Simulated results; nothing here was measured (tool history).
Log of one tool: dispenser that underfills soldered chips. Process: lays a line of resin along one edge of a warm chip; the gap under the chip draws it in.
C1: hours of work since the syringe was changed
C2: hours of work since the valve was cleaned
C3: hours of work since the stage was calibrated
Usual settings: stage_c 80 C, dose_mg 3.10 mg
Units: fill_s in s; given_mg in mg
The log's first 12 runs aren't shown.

-- day=5.600 new syringe of resin
run 13 day=5.825 | stage_c=68 dose_mg=2.95 | C1=4 C2=123 C3=331 | fill_s=81.1 given_mg=2.80
-- day=6.092 new syringe of resin
run 14 day=6.208 | stage_c=68 dose_mg=2.95 | C1=2 C2=129 C3=337 | fill_s=75.0 given_mg=2.77
-- day=6.350 dispensing valve cleaned and set on the balance
-- day=6.662 new syringe of resin
run 15 day=6.767 | stage_c=86 dose_mg=3.10 | C1=2 C2=7 C3=345 | fill_s=29.5 given_mg=3.09
-- day=7.158 new syringe of resin
run 16 day=7.200 | stage_c=86 dose_mg=3.10 | C1=1 C2=13 C3=352 | fill_s=27.5 given_mg=3.06
run 17 day=7.492 | stage_c=86 dose_mg=3.10 | C1=5 C2=18 C3=357 | fill_s=36.5 given_mg=3.06
-- day=7.667 new syringe of resin
run 18 day=7.867 | stage_c=80 dose_mg=3.03 | C1=3 C2=24 C3=363 | fill_s=43.8 given_mg=2.98
-- day=8.167 new syringe of resin
run 19 day=8.267 | stage_c=86 dose_mg=2.84 | C1=2 C2=30 C3=369 | fill_s=30.2 given_mg=2.80
-- day=8.696 new syringe of resin
run 20 day=8.700 | stage_c=80 dose_mg=3.10 | C1=0 C2=37 C3=376 | fill_s=35.7 given_mg=3.07
-- day=9.196 new syringe of resin
run 21 day=9.279 | stage_c=72 dose_mg=3.89 | C1=1 C2=46 C3=385 | fill_s=53.8 given_mg=3.79
run 22 day=9.638 | stage_c=70 dose_mg=2.89 | C1=7 C2=52 C3=391 | fill_s=87.1 given_mg=2.82
-- day=9.692 new syringe of resin
run 23 day=10.075 | stage_c=70 dose_mg=2.89 | C1=6 C2=59 C3=398 | fill_s=84.0 given_mg=2.81
-- day=10.183 new syringe of resin
run 24 day=10.400 | stage_c=94 dose_mg=3.71 | C1=4 C2=64 C3=403 | fill_s=22.3 given_mg=3.63
-- day=10.704 new syringe of resin
run 25 day=10.704 | stage_c=94 dose_mg=3.71 | C1=0 C2=68 C3=407 | fill_s=18.2 given_mg=3.61
run 26 day=11.150 | stage_c=94 dose_mg=3.71 | C1=7 C2=76 C3=414 | fill_s=27.8 given_mg=3.61
-- day=11.212 new syringe of resin
-- day=11.708 new syringe of resin
run 27 day=11.817 | stage_c=94 dose_mg=3.71 | C1=2 C2=86 C3=425 | fill_s=20.1 given_mg=3.56
run 28 day=12.175 | stage_c=93 dose_mg=2.80 | C1=8 C2=92 C3=431 | fill_s=31.7 given_mg=2.68
-- day=12.250 new syringe of resin
run 29 day=12.479 | stage_c=93 dose_mg=2.80 | C1=4 C2=96 C3=435 | fill_s=24.8 given_mg=2.71
-- day=12.771 new syringe of resin
run 30 day=13.000 | stage_c=65 dose_mg=3.10 | C1=4 C2=104 C3=443 | fill_s=92.1 given_mg=2.96
-- day=13.279 new syringe of resin
-- day=13.375 stage's temperature calibrated
run 31 day=13.642 | stage_c=94 dose_mg=3.48 | C1=5 C2=114 C3=4 | fill_s=26.7 given_mg=3.33
-- day=13.867 new syringe of resin
run 32 day=14.233 | stage_c=94 dose_mg=3.48 | C1=6 C2=123 C3=14 | fill_s=28.7 given_mg=3.27
-- day=14.358 new syringe of resin
run 33 day=14.675 | stage_c=94 dose_mg=3.65 | C1=5 C2=130 C3=21 | fill_s=26.5 given_mg=3.42
-- day=14.754 dispensing valve cleaned and set on the balance
-- day=14.917 new syringe of resin
run 34 day=15.058 | stage_c=78 dose_mg=3.84 | C1=2 C2=5 C3=26 | fill_s=45.8 given_mg=3.83
run 35 day=15.346 | stage_c=78 dose_mg=3.84 | C1=7 C2=9 C3=30 | fill_s=61.8 given_mg=3.80

3 ways to go on from here, each from the tool as it stands after run 35. What would each give?
-- day=15.408 new syringe of resin
run A day=15.738 | stage_c=80 dose_mg=3.10 | C1=5 C2=15 C3=37 | fill_s=? given_mg=?
-- day=15.408 new syringe of resin
run B day=15.738 | stage_c=77 dose_mg=3.10 | C1=5 C2=15 C3=37 | fill_s=? given_mg=?
-- day=15.408 new syringe of resin
run C day=15.738 | stage_c=71 dose_mg=3.77 | C1=5 C2=15 C3=37 | fill_s=? given_mg=?

run=A fill_s=52.0 given_mg=3.07
run=B fill_s=59.3 given_mg=3.08
run=C fill_s=79.1 given_mg=3.72
Without the tool's hidden state the same runs would have given:
run=A fill_s=37.7 given_mg=3.09
run=B fill_s=42.9 given_mg=3.10
run=C fill_s=57.2 given_mg=3.74

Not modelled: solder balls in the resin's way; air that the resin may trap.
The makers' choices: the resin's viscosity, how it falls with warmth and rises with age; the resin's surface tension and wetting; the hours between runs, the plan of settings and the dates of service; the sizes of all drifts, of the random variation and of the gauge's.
